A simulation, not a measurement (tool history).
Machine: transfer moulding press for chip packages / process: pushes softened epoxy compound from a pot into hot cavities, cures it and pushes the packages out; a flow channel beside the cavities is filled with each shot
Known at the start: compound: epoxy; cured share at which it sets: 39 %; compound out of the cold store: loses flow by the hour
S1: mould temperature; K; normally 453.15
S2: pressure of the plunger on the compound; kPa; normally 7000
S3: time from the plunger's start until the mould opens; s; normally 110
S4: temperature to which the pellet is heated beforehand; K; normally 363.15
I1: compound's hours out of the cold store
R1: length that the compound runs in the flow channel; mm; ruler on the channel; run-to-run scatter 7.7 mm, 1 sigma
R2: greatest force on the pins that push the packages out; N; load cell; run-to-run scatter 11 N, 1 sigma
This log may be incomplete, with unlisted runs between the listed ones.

Run 1, day 0.000: usual settings; I1 39.5. Result: R1 906 mm, R2 536 N.
Run 2, day 0.279: usual settings; I1 15.9. Result: R1 969 mm, R2 560 N.
Run 3, day 0.683: usual settings but S1 451.15 K; I1 10.2. Result: R1 992 mm, R2 611 N.
Run 4, day 1.096: usual settings but S1 451.15 K; I1 24.9. Result: R1 937 mm, R2 633 N.
Run 5, day 1.646: usual settings but S1 451.15 K; I1 11.0. Result: R1 979 mm, R2 700 N.
Run 6, day 2.075: usual settings but S1 451.15 K; I1 16.9. Result: R1 962 mm, R2 681 N.
Run 7, day 2.467: usual settings but S1 452.15 K; I1 39.1. Result: R1 875 mm, R2 650 N.
At day 3.104: cavities cleaned with cleaning compound and waxed.
Run 8, day 3.162: usual settings but S1 452.15 K; I1 10.2. Result: R1 979 mm, R2 517 N.
Run 9, day 3.779: usual settings but S1 452.15 K; I1 21.4. Result: R1 945 mm, R2 575 N.
Run 10, day 4.321: usual settings but S1 452.15 K; I1 24.4. Result: R1 929 mm, R2 629 N.
Run 11, day 4.925: usual settings but S1 452.15 K; I1 38.3. Result: R1 889 mm, R2 619 N.
Run 12, day 5.438: usual settings; I1 37.1. Result: R1 898 mm, R2 633 N.
Run 13, day 5.946: usual settings; I1 30.4. Result: R1 903 mm, R2 669 N.
Run 14, day 6.362: usual settings; I1 32.0. Result: R1 905 mm, R2 686 N.
At day 6.629: cavities cleaned with cleaning compound and waxed.
Run 15, day 6.817: usual settings but S3 106 s; I1 37.8. Result: R1 889 mm, R2 532 N.
Run 16, day 7.354: usual settings but S3 112 s; I1 21.3. Result: R1 921 mm, R2 542 N.
Run 17, day 7.925: usual settings but S1 448.15 K, S2 7460 kPa, S3 126 s, S4 362.15 K; I1 30.4. Result: R1 942 mm, R2 601 N.
Run 18, day 8.388: usual settings but S1 448.15 K, S2 7460 kPa, S3 126 s, S4 362.15 K; I1 33.0. Result: R1 939 mm, R2 647 N.
Run 19, day 9.017: usual settings but S1 451.15 K, S2 7700 kPa, S3 112 s, S4 371.15 K; I1 8.5. Result: R1 1007 mm, R2 690 N.
Run 20, day 9.621: usual settings but S1 451.15 K, S2 5850 kPa, S3 148 s, S4 366.15 K; I1 18.5. Result: R1 858 mm, R2 619 N.
At day 10.133: cavities cleaned with cleaning compound and waxed.
Run 21, day 10.338: usual settings but S4 365.15 K; I1 42.5. Result: R1 856 mm, R2 504 N.
Run 22, day 10.879: usual settings but S4 365.15 K; I1 47.0. Result: R1 849 mm, R2 546 N.
Run 23, day 11.550: usual settings but S1 460.15 K, S4 366.15 K; I1 12.7. Result: R1 918 mm, R2 550 N.
Run 24, day 12.121: usual settings but S1 460.15 K, S4 366.15 K; I1 47.6. Result: R1 818 mm, R2 566 N.
Run 25, day 12.588: usual settings but S1 448.15 K, S2 7880 kPa, S3 100 s, S4 369.15 K; I1 13.2. Result: R1 1012 mm, R2 968 N.
Run 26, day 13.167: usual settings but S1 446.15 K, S2 7730 kPa, S4 356.15 K; I1 10.3. Result: R1 1027 mm, R2 931 N.
Run 27, day 13.462: usual settings but S2 5330 kPa, S3 122 s, S4 355.15 K; I1 19.0. Result: R1 800 mm, R2 630 N.
At day 13.621: cavities cleaned with cleaning compound and waxed.
Run 28, day 14.079: usual settings but S2 5720 kPa, S3 122 s, S4 360.15 K; I1 45.3. Result: R1 767 mm, R2 504 N.
Run 29, day 14.712: usual settings but S1 456.15 K, S2 8280 kPa, S3 122 s, S4 355.15 K; I1 12.1. Result: R1 1016 mm, R2 535 N.

Pick out some run-to-run changes in R1. Of each, how much would a tool without hidden state show as well, from the settings, what came in and chance, and how much is left for the hidden state and any gauge scatter not in both results compared?
Hidden state present: true mould temperature over the reading, C; pressure that reaches the compound, % of what is set; grip of the stained cavities, % over clean ones'; drift of the gauge itself on flow_mm, %; drift of the gauge itself on push_out_n, %.
Run 26 -> 27: S1 446.15 -> 453.15, S2 7730 -> 5330, S3 110 -> 122, S4 356.15 -> 355.15. R1 -227 mm: hidden state +13, all else -240.
Run 28 -> 29: S1 453.15 -> 456.15, S2 5720 -> 8280, S4 360.15 -> 355.15. R1 +249 mm: hidden state -19, all else +268.

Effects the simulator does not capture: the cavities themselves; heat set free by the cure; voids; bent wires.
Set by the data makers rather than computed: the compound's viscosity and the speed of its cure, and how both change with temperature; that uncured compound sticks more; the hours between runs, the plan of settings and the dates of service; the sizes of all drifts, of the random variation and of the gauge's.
